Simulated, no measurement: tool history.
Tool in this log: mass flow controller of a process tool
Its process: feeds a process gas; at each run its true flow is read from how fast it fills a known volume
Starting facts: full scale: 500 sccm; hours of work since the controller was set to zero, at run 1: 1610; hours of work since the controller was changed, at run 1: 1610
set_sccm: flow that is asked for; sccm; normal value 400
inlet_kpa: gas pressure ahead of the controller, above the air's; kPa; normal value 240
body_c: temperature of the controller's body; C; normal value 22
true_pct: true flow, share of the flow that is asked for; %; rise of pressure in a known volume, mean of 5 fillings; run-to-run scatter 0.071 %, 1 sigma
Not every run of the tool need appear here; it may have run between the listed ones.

run,hour,set_sccm,inlet_kpa,body_c,hours of work since the controller was set to zero,hours of work since the controller was changed,true_pct
1,0.0,400,240,22,1610,1610,99.49
2,112.4,400,240,22,1645,1645,99.72
3,215.2,100,240,22,1677,1677,98.03
4,316.0,400,240,22,1708,1708,99.62
5,464.7,400,240,22,1754,1754,99.53
6,607.3,400,240,36,1797,1797,98.19
7,712.2,400,240,36,1830,1830,98.30
8,792.9,400,240,22,1855,1855,99.55
9,963.7,400,184,22,1907,1907,99.05
10,1109.6,400,272,22,1952,1952,99.71
11,1286.2,400,240,22,2006,2006,99.58
12,1441.8,400,240,22,2054,2054,99.55
13,1596.0,400,240,22,2102,2102,99.65
14,1706.4,400,240,22,2136,2136,99.55
15,1836.4,400,240,30,2176,2176,98.86
16,1927.7,400,240,22,2204,2204,99.55
17,2044.6,400,240,22,2240,2240,99.38
# hour 2055.8: controller's zero set anew
18,2215.2,400,240,22,49,2292,99.46
19,2307.9,400,177,22,78,2321,99.02
20,2473.9,400,240,26,129,2372,98.99
21,2556.2,400,240,26,154,2397,99.02
22,2671.4,441,196,28,190,2433,98.68
23,2773.5,316,229,31,221,2464,98.09
# hour 2898.5: controller's zero set anew, once more
24,2898.5,218,175,24,0,2502,98.29
25,2995.1,400,161,21,30,2532,99.11
26,3124.6,400,161,21,70,2572,99.10
27,3250.2,51,236,26,108,2611,97.49
28,3405.8,51,236,39,156,2659,96.26
29,3494.2,396,141,21,183,2686,98.88
30,3612.2,370,240,22,220,2722,99.43
31,3767.6,400,177,22,268,2770,99.18
32,3852.6,400,177,22,294,2796,99.11
33,4010.7,400,222,22,342,2845,99.24
34,4114.6,400,222,22,374,2877,99.42
35,4250.1,169,222,21,416,2919,98.52
36,4359.2,400,240,22,450,2952,99.41
37,4470.7,89,275,32,484,2986,97.24

For each entry between runs, how does the tool's hidden state at the last listed run before it compare with that at the first listed run after it?
From run 17 to run 18: controller's zero set anew (hour 2055.8)
  flow at rest that the sensor doesn't see, % of full scale: -0.17 -> -0.198; true flow over the shown one, %: -0.53 -> -0.54
  difference, measured minus the result without the unlogged condition, true_pct: -0.74 -> -0.79 %
From run 23 to run 24: controller's zero set anew, once more (hour 2898.5)
  flow at rest that the sensor doesn't see, % of full scale: -0.21 -> -0.036; true flow over the shown one, %: -0.57 -> -0.58
  difference, measured minus the result without the unlogged condition, true_pct: -0.90 -> -0.66 %
